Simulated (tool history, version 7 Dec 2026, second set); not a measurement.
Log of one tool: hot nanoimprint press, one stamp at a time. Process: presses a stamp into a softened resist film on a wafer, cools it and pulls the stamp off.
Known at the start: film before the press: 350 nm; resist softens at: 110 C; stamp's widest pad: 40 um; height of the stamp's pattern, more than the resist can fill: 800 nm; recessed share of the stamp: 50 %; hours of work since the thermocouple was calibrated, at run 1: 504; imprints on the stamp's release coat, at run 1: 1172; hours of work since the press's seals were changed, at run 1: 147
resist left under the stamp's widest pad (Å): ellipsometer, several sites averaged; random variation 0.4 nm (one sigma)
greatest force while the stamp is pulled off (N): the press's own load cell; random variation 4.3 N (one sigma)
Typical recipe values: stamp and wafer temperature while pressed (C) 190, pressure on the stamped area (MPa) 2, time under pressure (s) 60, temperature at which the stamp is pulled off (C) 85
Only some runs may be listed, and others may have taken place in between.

run	day	stamp and wafer temperature while pressed (C)	pressure on the stamped area (MPa)	time under pressure (s)	temperature at which the stamp is pulled off (C)	hours of work since the thermocouple was calibrated	imprints on the stamp's release coat	hours of work since the press's seals were changed	resist left under the stamp's widest pad (Å)	greatest force while the stamp is pulled off (N)
1	0	190	2	60	85	504	1172	147	1988	295
2	0.442	190	2	60	85	510	1213	153	1994	297
3	0.825	199	2	60	85	515	1249	158	1567	306
4	1.467	199	2	60	85	523	1309	166	1566	295
5	2.05	190	2	60	85	531	1363	174	1994	295
6	2.775	190	2	39	85	540	1431	183	2293	306
7	3.45	180	2	60	85	549	1494	191	2523	310
8	4.092	181	2	60	85	557	1554	200	2472	314
9	4.529	181	2	60	85	562	1595	205	2469	322
10	4.962	190	1.59	60	85	568	1635	211	2154	324
11	5.562	190	1.59	60	85	575	1691	218	2161	319
# day 5.95: stamp cleaned and given a new release coat
12	6.254	184	2	60	85	581	28	224	2315	224
13	6.796	180	1.92	76	91	588	79	231	2400	199
14	7.154	180	1.92	76	91	593	112	236	2407	201
# day 7.783: plate thermocouple calibrated
15	8	180	1.92	53	83	3	180	245	2658	249
16	8.488	190	2	59	85	9	225	251	2053	246
17	9.15	190	2	59	85	17	287	259	2050	238
18	9.842	197	2	59	71	26	351	268	1708	325
19	10.479	201	2	59	86	34	411	276	1536	247
20	11.046	201	2	59	86	42	464	284	1528	247
21	11.517	201	2	59	86	48	508	290	1539	260
# day 11.817: plate thermocouple calibrated, once more
22	12.071	190	1.28	104	82	3	548	295	1874	258
23	12.675	190	1.28	104	82	11	604	303	1873	269
24	13.433	190	2.11	69	82	21	675	313	1807	265

A few steps of resist left under the stamp's widest pad (Å) between consecutive runs. Split each: what settings, incoming material and random variation would produce without the hidden state, and what is left over for the hidden state, along with gauge scatter present in only one of the two compared results (measured, and without hidden state):
Unlogged tool condition in this case: true temperature over the reading, C; pressure that arrives at the usual setting, %; grip of the stamp's worn release coat, % over a new coat's; drift of the gauge itself on residual_nm, %; drift of the gauge itself on pull_off_n, %.
Run 4 -> 5: stamp and wafer temperature while pressed (C) 199 -> 190. resist left under the stamp's widest pad (Å) +428: hidden state +15, all else +413.
Run 14 -> 15: time under pressure (s) 76 -> 53, temperature at which the stamp is pulled off (C) 91 -> 83, plate thermocouple calibrated. resist left under the stamp's widest pad (Å) +251: hidden state +26, all else +225.
Run 15 -> 16: stamp and wafer temperature while pressed (C) 180 -> 190, pressure on the stamped area (MPa) 1.92 -> 2, time under pressure (s) 53 -> 59, temperature at which the stamp is pulled off (C) 83 -> 85. resist left under the stamp's widest pad (Å) -605: hidden state +4, all else -609.
Run 21 -> 22: stamp and wafer temperature while pressed (C) 201 -> 190, pressure on the stamped area (MPa) 2 -> 1.28, time under pressure (s) 59 -> 104, temperature at which the stamp is pulled off (C) 86 -> 82, plate thermocouple calibrated, once more. resist left under the stamp's widest pad (Å) +335: hidden state -89, all else +424.

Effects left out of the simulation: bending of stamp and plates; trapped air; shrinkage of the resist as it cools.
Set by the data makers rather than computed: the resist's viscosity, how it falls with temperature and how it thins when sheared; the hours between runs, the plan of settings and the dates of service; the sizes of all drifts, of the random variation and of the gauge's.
